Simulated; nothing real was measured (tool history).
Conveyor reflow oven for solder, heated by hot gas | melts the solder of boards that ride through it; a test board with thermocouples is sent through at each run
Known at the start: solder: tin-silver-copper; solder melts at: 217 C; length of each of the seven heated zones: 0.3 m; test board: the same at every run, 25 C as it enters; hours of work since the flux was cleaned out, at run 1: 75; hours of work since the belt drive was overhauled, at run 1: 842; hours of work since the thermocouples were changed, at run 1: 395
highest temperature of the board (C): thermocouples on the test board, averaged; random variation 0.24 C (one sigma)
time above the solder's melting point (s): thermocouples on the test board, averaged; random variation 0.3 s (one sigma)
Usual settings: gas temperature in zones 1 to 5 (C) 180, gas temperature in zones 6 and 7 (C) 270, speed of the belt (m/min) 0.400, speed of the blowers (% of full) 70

| run | day | gas temperature in zones 1 to 5 (C) | gas temperature in zones 6 and 7 (C) | speed of the belt (m/min) | speed of the blowers (% of full) | hours of work since the flux was cleaned out | hours of work since the belt drive was overhauled | hours of work since the thermocouples were changed | highest temperature of the board (C) | time above the solder's melting point (s) |
|---|---|---|---|---|---|---|---|---|---|---|
| 1 | 0.000 | 180 | 270 | 0.400 | 70 | 75 | 842 | 395 | 252.9 | 71.0 |
| 2 | 0.962 | 180 | 283 | 0.400 | 70 | 91 | 857 | 410 | 263.6 | 79.3 |
| 3 | 2.162 | 180 | 283 | 0.400 | 70 | 110 | 876 | 429 | 263.8 | 79.0 |
| 4 | 3.358 | 180 | 283 | 0.400 | 70 | 129 | 895 | 448 | 262.8 | 78.4 |
| 5 | 4.617 | 180 | 270 | 0.400 | 70 | 149 | 915 | 468 | 251.7 | 70.3 |
| 6 | 6.271 | 180 | 270 | 0.400 | 70 | 175 | 941 | 494 | 251.9 | 69.9 |
| 7 | 7.788 | 180 | 270 | 0.400 | 70 | 199 | 965 | 518 | 251.4 | 69.9 |
| 8 | 9.121 | 195 | 270 | 0.400 | 70 | 220 | 986 | 539 | 254.6 | 80.9 |
| 9 | 9.896 | 180 | 265 | 0.400 | 70 | 232 | 999 | 552 | 247.3 | 65.9 |
| 10 | 10.929 | 180 | 270 | 0.400 | 70 | 249 | 1015 | 568 | 251.2 | 69.9 |
| 11 | 12.271 | 188 | 270 | 0.400 | 70 | 270 | 1036 | 589 | 252.8 | 75.2 |
| 12 | 13.079 | 188 | 270 | 0.358 | 70 | 283 | 1049 | 602 | 256.1 | 88.0 |
| 13 | 14.154 | 188 | 270 | 0.358 | 70 | 300 | 1066 | 619 | 255.6 | 87.6 |
| 14 | 15.254 | 188 | 270 | 0.358 | 70 | 317 | 1084 | 637 | 255.9 | 88.2 |
|  | 15.788 | belt drive overhauled, speed set with a stopwatch |
| 15 | 16.858 | 188 | 270 | 0.358 | 70 | 340 | 17 | 660 | 254.9 | 84.3 |
| 16 | 18.292 | 180 | 270 | 0.400 | 70 | 363 | 40 | 682 | 248.9 | 64.8 |
| 17 | 19.721 | 183 | 270 | 0.442 | 70 | 386 | 62 | 705 | 245.5 | 55.9 |
| 18 | 20.929 | 180 | 264 | 0.400 | 70 | 405 | 82 | 724 | 243.7 | 59.1 |
| 19 | 21.875 | 180 | 264 | 0.400 | 63 | 420 | 97 | 739 | 242.5 | 57.3 |
|  | 23.125 | thermocouples of zones 6 and 7 changed |
| 20 | 23.421 | 185 | 264 | 0.472 | 86 | 443 | 120 | 5 | 239.5 | 46.1 |
|  | 24.279 | flux residue cleaned out of gas plates and filters |
| 21 | 24.688 | 189 | 262 | 0.335 | 52 | 6 | 137 | 22 | 249.2 | 87.4 |
| 22 | 26.050 | 187 | 270 | 0.400 | 77 | 28 | 158 | 43 | 254.9 | 75.4 |
| 23 | 26.954 | 187 | 270 | 0.400 | 77 | 42 | 173 | 57 | 254.2 | 74.8 |
| 24 | 27.892 | 187 | 270 | 0.400 | 77 | 57 | 188 | 72 | 254.0 | 75.0 |
| 25 | 29.212 | 167 | 278 | 0.354 | 77 | 78 | 209 | 93 | 261.0 | 81.4 |
| 26 | 30.442 | 167 | 278 | 0.354 | 77 | 98 | 228 | 113 | 261.3 | 81.6 |
| 27 | 31.562 | 167 | 278 | 0.354 | 77 | 116 | 246 | 131 | 261.0 | 81.8 |
| 28 | 32.942 | 166 | 276 | 0.392 | 63 | 138 | 268 | 153 | 252.6 | 64.7 |
| 29 | 34.542 | 166 | 278 | 0.392 | 63 | 163 | 293 | 178 | 254.0 | 65.6 |
| 30 | 35.921 | 180 | 284 | 0.400 | 70 | 185 | 315 | 200 | 262.9 | 77.0 |
| 31 | 36.858 | 187 | 271 | 0.434 | 70 | 200 | 330 | 215 | 250.3 | 64.3 |

How the hidden state differs across the entries between the runs, from the last listed run before each to the first after it:
Between runs 14 and 15: belt drive overhauled, speed set with a stopwatch (day 15.788)
  heat that the gas passes to the board, % of a clean oven's: 87 -> 86.2; belt's true speed, % of the reading: 97.1 -> 99.94; true gas temperature in zones 6 and 7 over the reading, C: 0.81 -> 0.85
  measured less the result without the state, highest temperature of the board (C): -1.3 -> -2.3; time above the solder's melting point (s): +1.0 -> -2.8
Between runs 19 and 20: thermocouples of zones 6 and 7 changed (day 23.125)
  heat that the gas passes to the board, % of a clean oven's: 83.3 -> 82.5; belt's true speed, % of the reading: 99.72 -> 99.66; true gas temperature in zones 6 and 7 over the reading, C: 0.99 -> -0.23
  measured less the result without the state, highest temperature of the board (C): -3.6 -> -5.8; time above the solder's melting point (s): -5.7 -> -7.9
Between runs 20 and 21: flux residue cleaned out of gas plates and filters (day 24.279)
  heat that the gas passes to the board, % of a clean oven's: 82.5 -> 99.7; belt's true speed, % of the reading: 99.66 -> 99.61; true gas temperature in zones 6 and 7 over the reading, C: -0.23 -> -0.2
  measured less the result without the state, highest temperature of the board (C): -5.8 -> -0.2; time above the solder's melting point (s): -7.9 -> +0.2

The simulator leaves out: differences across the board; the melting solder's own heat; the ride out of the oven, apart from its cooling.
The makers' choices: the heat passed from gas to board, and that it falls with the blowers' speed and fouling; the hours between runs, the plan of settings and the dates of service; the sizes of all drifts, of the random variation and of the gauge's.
